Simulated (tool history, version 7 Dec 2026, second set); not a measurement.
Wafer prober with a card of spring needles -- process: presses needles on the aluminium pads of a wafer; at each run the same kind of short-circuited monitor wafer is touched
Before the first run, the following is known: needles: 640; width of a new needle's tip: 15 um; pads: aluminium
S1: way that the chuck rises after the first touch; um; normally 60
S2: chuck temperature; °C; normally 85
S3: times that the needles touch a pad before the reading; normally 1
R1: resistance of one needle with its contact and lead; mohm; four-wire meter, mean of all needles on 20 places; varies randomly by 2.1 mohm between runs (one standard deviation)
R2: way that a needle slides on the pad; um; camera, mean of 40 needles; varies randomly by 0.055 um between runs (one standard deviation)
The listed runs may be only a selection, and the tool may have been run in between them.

run	hour	S1	S2	S3	R1	R2
1	0	60	85	1	258	12.12
# hour 13.4: tips cleaned on abrasive film
# hour 26.7: tips cleaned on abrasive film
2	26.8	60	85	2	247	12.08
# hour 37.8: tips cleaned on abrasive film
3	47	60	85	1	393	11.98
# hour 49.7: tips cleaned on abrasive film
# hour 55.5: height of the first contact set anew
# hour 62.1: tips cleaned on abrasive film
# hour 74.9: tips cleaned on abrasive film
4	80	60	85	1	376	11.67
# hour 88.3: tips cleaned on abrasive film
# hour 99.3: tips cleaned on abrasive film
# hour 112.4: tips cleaned on abrasive film
# hour 125.7: tips cleaned on abrasive film
5	128.2	60	85	1	336	11.72
# hour 138: tips cleaned on abrasive film
# hour 150.8: tips cleaned on abrasive film
# hour 159.3: height of the first contact set anew, once more
# hour 164.6: tips cleaned on abrasive film
6	164.6	60	85	1	245	12.8
# hour 177.9: tips cleaned on abrasive film
# hour 190.8: tips cleaned on abrasive film
# hour 204: tips cleaned on abrasive film
7	204	60	85	1	244	12.47
# hour 216.9: tips cleaned on abrasive film
# hour 229.6: tips cleaned on abrasive film
# hour 242.7: tips cleaned on abrasive film
8	243.5	60	85	1	282	12.6
# hour 256.3: tips cleaned on abrasive film
# hour 267.3: tips cleaned on abrasive film
# hour 281: tips cleaned on abrasive film
9	283.5	60	85	1	321	12.49
# hour 294.6: tips cleaned on abrasive film
# hour 307.4: tips cleaned on abrasive film
10	314	54	85	1	421	11.11
# hour 319: tips cleaned on abrasive film
# hour 330: tips cleaned on abrasive film
# hour 342.5: tips cleaned on abrasive film
# hour 355.1: tips cleaned on abrasive film
11	355.7	54	85	1	287	11.26
# hour 366.3: tips cleaned on abrasive film
# hour 378.7: tips cleaned on abrasive film
# hour 391: tips cleaned on abrasive film
12	399	54	85	1	441	11.01
# hour 404: tips cleaned on abrasive film
# hour 416.8: tips cleaned on abrasive film
# hour 429: tips cleaned on abrasive film
13	429	54	85	1	265	11.14
# hour 442.1: tips cleaned on abrasive film
# hour 455.9: tips cleaned on abrasive film
# hour 466.9: tips cleaned on abrasive film
14	476.9	54	85	1	458	10.92
# hour 479.2: tips cleaned on abrasive film
# hour 492.1: tips cleaned on abrasive film
# hour 504.4: tips cleaned on abrasive film
# hour 517.7: tips cleaned on abrasive film
15	520.7	43	100	2	355	8.52
# hour 529: tips cleaned on abrasive film
# hour 541.8: tips cleaned on abrasive film
16	552.2	75	32	2	302	15.31
# hour 555.1: tips cleaned on abrasive film
# hour 568.8: tips cleaned on abrasive film
17	572.2	75	32	2	270	15.36
# hour 579.7: height of the first contact set anew
# hour 582.6: tips cleaned on abrasive film
# hour 595.8: tips cleaned on abrasive film
18	600.7	75	32	2	277	15.82
# hour 608.8: tips cleaned on abrasive film
# hour 619.8: tips cleaned on abrasive film
# hour 632.5: tips cleaned on abrasive film
19	636.5	60	85	1	356	12.48
# hour 644.8: tips cleaned on abrasive film
# hour 657.8: tips cleaned on abrasive film
20	663.3	62	85	3	289	12.99
# hour 671.3: tips cleaned on abrasive film
# hour 684.4: tips cleaned on abrasive film
# hour 697.9: tips cleaned on abrasive film
21	707	73	85	2	306	15.22
# hour 709.4: tips cleaned on abrasive film
# hour 722: tips cleaned on abrasive film
# hour 733: tips cleaned on abrasive film
22	742.1	52	85	1	473	10.72
# hour 744.9: tips cleaned on abrasive film
# hour 758.1: tips cleaned on abrasive film
# hour 770.9: tips cleaned on abrasive film
23	772.9	63	38	3	259	13.04
# hour 782.8: tips cleaned on abrasive film
# hour 796: tips cleaned on abrasive film
24	796.1	63	38	3	231	13.04
# hour 808.5: tips cleaned on abrasive film
# hour 821.2: tips cleaned on abrasive film
25	825	76	27	3	253	15.7
# hour 833.1: tips cleaned on abrasive film
# hour 844.1: tips cleaned on abrasive film
26	852.5	52	85	1	472	10.57
# hour 855.3: tips cleaned on abrasive film
# hour 868.7: tips cleaned on abrasive film
# hour 881.3: tips cleaned on abrasive film
27	882.5	60	85	2	276	12.25

Each row is a separate what-if for the run after 27, all from the same tool condition, not one after another. Results?
# hour 893.5: tips cleaned on abrasive film
# hour 907.3: tips cleaned on abrasive film
A	909.9	60	85	1	?	?
# hour 893.5: tips cleaned on abrasive film
# hour 907.3: tips cleaned on abrasive film
B	909.9	41	26	3	?	?
# hour 893.5: tips cleaned on abrasive film
# hour 907.3: tips cleaned on abrasive film
C	909.9	55	35	2	?	?
# hour 893.5: tips cleaned on abrasive film
# hour 907.3: tips cleaned on abrasive film
D	909.9	60	42	2	?	?

run	R1	R2
A	356	12.17
B	326	8.15
C	317	11.11
D	304	12.15
Take away the tool's hidden state, keep each run's random variation, and the runs would have read:
run	R1	R2
A	237	12.66
B	226	8.64
C	224	11.6
D	226	12.64
